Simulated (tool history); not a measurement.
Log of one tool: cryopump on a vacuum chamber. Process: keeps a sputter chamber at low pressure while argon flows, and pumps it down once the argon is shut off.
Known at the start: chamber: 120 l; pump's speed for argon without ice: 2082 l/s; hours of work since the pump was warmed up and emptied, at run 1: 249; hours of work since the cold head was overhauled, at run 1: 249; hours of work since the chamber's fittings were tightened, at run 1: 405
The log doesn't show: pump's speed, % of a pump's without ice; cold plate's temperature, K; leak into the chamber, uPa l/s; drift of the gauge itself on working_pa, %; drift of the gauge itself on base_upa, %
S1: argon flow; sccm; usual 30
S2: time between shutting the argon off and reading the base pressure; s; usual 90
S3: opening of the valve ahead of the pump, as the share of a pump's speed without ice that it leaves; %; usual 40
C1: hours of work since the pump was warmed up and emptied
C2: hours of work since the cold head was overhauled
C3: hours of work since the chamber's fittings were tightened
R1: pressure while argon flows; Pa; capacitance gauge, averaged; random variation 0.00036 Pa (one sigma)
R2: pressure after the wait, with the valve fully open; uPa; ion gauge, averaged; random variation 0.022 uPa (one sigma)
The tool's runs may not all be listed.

{"run": 1, "hour": 0.0, "S1": 30, "S2": 90, "S3": 40, "C1": 249, "C2": 249, "C3": 405, "R1": 0.0633, "R2": 1.2}
{"run": 2, "hour": 48.8, "S1": 30, "S2": 90, "S3": 40, "C1": 272, "C2": 272, "C3": 429, "R1": 0.0635, "R2": 1.19}
{"run": 3, "hour": 85.7, "S1": 30, "S2": 90, "S3": 40, "C1": 290, "C2": 290, "C3": 446, "R1": 0.0642, "R2": 1.18}
{"run": 4, "hour": 113.6, "S1": 30, "S2": 90, "S3": 40, "C1": 303, "C2": 303, "C3": 460, "R1": 0.0644, "R2": 1.25}
{"run": 5, "hour": 174.9, "S1": 30, "S2": 90, "S3": 40, "C1": 332, "C2": 332, "C3": 489, "R1": 0.0645, "R2": 1.26}
{"run": 6, "hour": 220.8, "S1": 30, "S2": 90, "S3": 19, "C1": 354, "C2": 354, "C3": 511, "R1": 0.1321, "R2": 1.29}
{"run": 7, "hour": 254.4, "S1": 30, "S2": 90, "S3": 19, "C1": 370, "C2": 370, "C3": 527, "R1": 0.1322, "R2": 1.3}
{"run": 8, "hour": 296.2, "S1": 30, "S2": 90, "S3": 19, "C1": 390, "C2": 390, "C3": 547, "R1": 0.1323, "R2": 1.33}
{"run": 9, "hour": 337.1, "S1": 30, "S2": 90, "S3": 40, "C1": 410, "C2": 410, "C3": 566, "R1": 0.065, "R2": 1.41}
{"run": 10, "hour": 394.5, "S1": 30, "S2": 90, "S3": 40, "C1": 437, "C2": 437, "C3": 594, "R1": 0.0659, "R2": 1.34}
{"run": 11, "hour": 443.0, "S1": 30, "S2": 90, "S3": 40, "C1": 460, "C2": 460, "C3": 617, "R1": 0.0652, "R2": 1.49}
{"run": 12, "hour": 471.0, "S1": 30, "S2": 90, "S3": 40, "C1": 474, "C2": 474, "C3": 630, "R1": 0.0657, "R2": 1.46}
{"run": 13, "hour": 511.1, "S1": 30, "S2": 90, "S3": 40, "C1": 493, "C2": 493, "C3": 649, "R1": 0.0648, "R2": 1.5}
{"run": 14, "hour": 557.0, "S1": 30, "S2": 90, "S3": 40, "C1": 515, "C2": 515, "C3": 671, "R1": 0.0664, "R2": 1.58}
{"run": 15, "hour": 616.5, "S1": 16, "S2": 29, "S3": 40, "C1": 543, "C2": 543, "C3": 699, "R1": 0.036, "R2": 2.64}
{"run": 16, "hour": 669.8, "S1": 16, "S2": 29, "S3": 40, "C1": 568, "C2": 568, "C3": 725, "R1": 0.0359, "R2": 2.68}
{"run": 17, "hour": 712.5, "S1": 21, "S2": 41, "S3": 19, "C1": 589, "C2": 589, "C3": 745, "R1": 0.0943, "R2": 2.24}
{"run": 18, "hour": 751.2, "S1": 21, "S2": 41, "S3": 19, "C1": 607, "C2": 607, "C3": 764, "R1": 0.0943, "R2": 2.34}
{"run": 19, "hour": 786.7, "S1": 17, "S2": 96, "S3": 28, "C1": 624, "C2": 624, "C3": 781, "R1": 0.053, "R2": 1.68}
{"hour": 824.4, "done": "pump warmed up, emptied and cooled again"}
{"run": 20, "hour": 833.9, "S1": 17, "S2": 96, "S3": 28, "C1": 5, "C2": 644, "C3": 801, "R1": 0.0494, "R2": 1.44}
{"run": 21, "hour": 867.0, "S1": 53, "S2": 111, "S3": 28, "C1": 20, "C2": 660, "C3": 816, "R1": 0.1537, "R2": 1.4}
{"run": 22, "hour": 917.5, "S1": 53, "S2": 111, "S3": 48, "C1": 44, "C2": 684, "C3": 841, "R1": 0.0912, "R2": 1.44}
{"run": 23, "hour": 953.3, "S1": 53, "S2": 111, "S3": 48, "C1": 61, "C2": 701, "C3": 858, "R1": 0.0906, "R2": 1.46}
{"run": 24, "hour": 979.7, "S1": 54, "S2": 84, "S3": 50, "C1": 74, "C2": 714, "C3": 870, "R1": 0.0894, "R2": 1.65}
{"run": 25, "hour": 1016.8, "S1": 30, "S2": 90, "S3": 18, "C1": 92, "C2": 731, "C3": 888, "R1": 0.1357, "R2": 1.6}
{"run": 26, "hour": 1073.5, "S1": 19, "S2": 65, "S3": 39, "C1": 119, "C2": 759, "C3": 915, "R1": 0.0402, "R2": 1.86}
{"run": 27, "hour": 1110.8, "S1": 19, "S2": 65, "S3": 39, "C1": 137, "C2": 776, "C3": 933, "R1": 0.0405, "R2": 1.82}
{"run": 28, "hour": 1162.3, "S1": 16, "S2": 29, "S3": 22, "C1": 161, "C2": 801, "C3": 957, "R1": 0.0596, "R2": 2.73}

Forecast each of these 3 alternatives for the next run:
{"run": "A", "hour": 1198.0, "S1": 30, "S2": 194, "S3": 22, "C1": 178, "C2": 818, "C3": 974, "R1": "?", "R2": "?"}
{"run": "B", "hour": 1198.0, "S1": 38, "S2": 117, "S3": 18, "C1": 178, "C2": 818, "C3": 974, "R1": "?", "R2": "?"}
{"run": "C", "hour": 1198.0, "S1": 27, "S2": 68, "S3": 47, "C1": 178, "C2": 818, "C3": 974, "R1": "?", "R2": "?"}

run=A R1=0.1121 R2=1.48
run=B R1=0.1743 R2=1.58
run=C R1=0.0485 R2=1.88
Without the tool's hidden state the same runs would have given:
run=A R1=0.1102 R2=0.40
run=B R1=0.1719 R2=0.52
run=C R1=0.0468 R2=0.80
